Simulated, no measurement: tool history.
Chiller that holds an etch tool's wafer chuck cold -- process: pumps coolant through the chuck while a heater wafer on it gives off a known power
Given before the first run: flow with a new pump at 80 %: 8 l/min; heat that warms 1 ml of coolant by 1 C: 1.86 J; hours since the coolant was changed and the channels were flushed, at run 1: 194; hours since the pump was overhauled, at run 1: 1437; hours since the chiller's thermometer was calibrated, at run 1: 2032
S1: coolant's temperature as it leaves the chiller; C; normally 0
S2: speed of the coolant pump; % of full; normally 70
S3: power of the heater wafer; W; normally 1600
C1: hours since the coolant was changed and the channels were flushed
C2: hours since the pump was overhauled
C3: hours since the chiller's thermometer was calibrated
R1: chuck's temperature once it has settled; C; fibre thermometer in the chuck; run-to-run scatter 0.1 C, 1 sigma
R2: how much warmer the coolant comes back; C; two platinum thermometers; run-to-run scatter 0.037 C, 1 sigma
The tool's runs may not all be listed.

run	day	S1	S2	S3	C1	C2	C3	R1	R2
1	0.000	0	70	1600	194	1437	2032	16.5	7.51
# day 2.571: chiller's thermometer calibrated
2	4.642	0	70	1600	304	1548	50	16.7	7.43
3	7.100	0	70	1600	363	1607	109	16.6	7.58
4	10.679	0	70	1600	449	1692	195	16.8	7.50
5	13.771	0	70	1600	523	1767	269	16.6	7.46
6	16.288	0	70	1600	584	1827	329	16.7	7.52
7	20.888	0	70	1600	694	1937	440	16.6	7.42
8	24.054	0	70	1600	770	2014	516	16.6	7.47
9	27.962	0	70	1600	864	2107	609	16.5	7.57
10	30.517	0	70	1600	925	2169	671	16.7	7.54
11	33.808	0	70	1600	1004	2248	750	16.5	7.46
12	36.408	0	70	1600	1066	2310	812	16.8	7.50
13	39.333	0	70	1600	1137	2380	882	16.7	7.46
14	44.142	0	70	1530	1252	2496	998	15.9	7.18
15	48.817	0	70	1692	1364	2608	1110	17.6	7.97
16	51.483	0	83	1600	1428	2672	1174	14.9	6.13
17	54.212	0	83	1600	1494	2737	1239	14.8	6.20
18	57.179	9	83	1180	1565	2809	1311	20.0	4.53
19	61.321	9	83	1180	1664	2908	1410	19.8	4.60
20	64.479	9	83	1180	1740	2984	1486	19.8	4.54
21	68.854	9	70	1600	1845	3089	1591	25.8	7.44
22	72.467	9	70	1600	1932	3175	1678	25.8	7.46
23	75.638	6	70	1600	2008	3251	1754	22.6	7.47
24	80.279	6	70	1600	2119	3363	1865	22.7	7.53
25	82.675	-5	70	1587	2177	3420	1923	11.6	7.41
26	85.288	0	69	1564	2240	3483	1985	16.5	7.49
27	88.267	5	69	1564	2311	3555	2057	21.4	7.38
# day 89.829: chiller's thermometer calibrated
28	91.325	-7	84	1605	2383	3627	36	7.7	6.14
29	93.688	-8	89	1600	2440	3684	93	6.2	5.76
30	96.558	1	89	1600	2509	3753	162	15.1	5.73
31	99.721	1	98	1040	2585	3829	237	9.7	3.35
32	101.700	7	70	808	2632	3876	285	15.5	3.77
33	105.767	1	70	1478	2730	3974	382	16.2	6.96

What differs in the tool's unlogged condition from the final listed run ahead of each entry between runs to the first listed run following it?
Logged between run 1 and run 2: chiller's thermometer calibrated (day 2.571)
  no difference in the tool's unlogged condition between these two runs
Logged between run 27 and run 28: chiller's thermometer calibrated (day 89.829)
  no difference in the tool's unlogged condition between these two runs
